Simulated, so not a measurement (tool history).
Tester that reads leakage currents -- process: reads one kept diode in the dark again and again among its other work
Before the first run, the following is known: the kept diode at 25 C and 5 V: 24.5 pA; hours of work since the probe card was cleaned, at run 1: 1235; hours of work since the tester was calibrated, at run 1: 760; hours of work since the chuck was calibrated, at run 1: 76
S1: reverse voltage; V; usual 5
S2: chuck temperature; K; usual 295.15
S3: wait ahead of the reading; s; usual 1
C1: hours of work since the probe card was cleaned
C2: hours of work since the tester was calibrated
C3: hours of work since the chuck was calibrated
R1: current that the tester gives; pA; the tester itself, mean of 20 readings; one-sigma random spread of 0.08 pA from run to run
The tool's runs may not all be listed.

run,hour,S1,S2,S3,C1,C2,C3,R1
1,0,5,295.15,1,1235,760,76,21.45
2,54.4,5,295.15,0.95,1271,796,113,21.6
3,163.8,5,295.15,0.95,1344,869,185,22.08
4,218.5,5,295.15,8.72,1380,906,222,21.42
5,305.7,19.84,295.15,1,1438,964,280,39.1
6,421.9,4.28,295.15,1,1516,1041,357,21.62
7,552.1,4.28,295.15,1,1602,1128,444,21.79
8,670.1,4.28,295.15,1,1681,1207,523,22.29
# hour 730.4: chuck's temperature calibrated
9,782.7,4.28,295.15,1,1755,1280,35,23.49
# hour 812.5: probe card cleaned and baked
10,843,4.28,297.15,1,20,1319,73,26.34
11,974.9,4.28,297.15,1,108,1406,161,26.66
# hour 1001.5: chuck's temperature calibrated, once more
12,1072.9,5,295.15,1,172,1470,48,21.2
13,1141.5,5,330.15,1,218,1516,93,204.2
14,1205.2,2.96,295.15,1,260,1558,136,17.91
15,1291.1,5,304.15,1,318,1616,193,40.28
16,1359.1,5,304.15,0.66,363,1661,238,41.1
17,1489.3,5,302.15,1.38,450,1748,325,35.94
18,1615.6,5,302.15,1.38,534,1832,409,36.61
19,1708.9,5,324.15,0.54,596,1894,471,152.92
20,1785.5,5,324.15,0.54,647,1945,522,154.24
# hour 1854.8: chuck's temperature calibrated
21,1889.4,3.4,314.15,4.88,715,2013,23,66.02
22,2017.6,2.11,295.15,5.23,800,2098,108,15.5
23,2135.1,1,295.15,1.87,878,2177,187,12.51
24,2207.1,1.76,307.15,5.12,926,2225,235,34.98
25,2329.2,7.32,295.15,1.54,1008,2306,316,25.51
26,2458.1,2.94,330.15,1,1094,2392,402,181.08
27,2548.3,1.4,316.15,1,1154,2452,462,61.54
28,2629.8,2.47,295.15,4.56,1208,2506,516,18.06
# hour 2702.7: chuck's temperature calibrated
29,2730.8,2.47,295.15,4.56,1274,2572,19,16.28

Each row is a separate what-if for the run after 29, all from the same tool condition, not one after another. Results?
A,2786,2.93,295.15,3.79,1311,2609,55,?
B,2786,5,308.15,3.63,1311,2609,55,?
C,2786,4.51,295.15,1,1311,2609,55,?
D,2786,4.89,314.15,0.66,1311,2609,55,?
E,2786,2.47,301.15,4.56,1311,2609,55,?

run,R1
A,17.42
B,50.64
C,20.69
D,75.38
E,25.04
With no hidden state in the tool, these same runs would have given:
run,R1
A,16.86
B,49.62
C,19.87
D,74.32
E,24.52
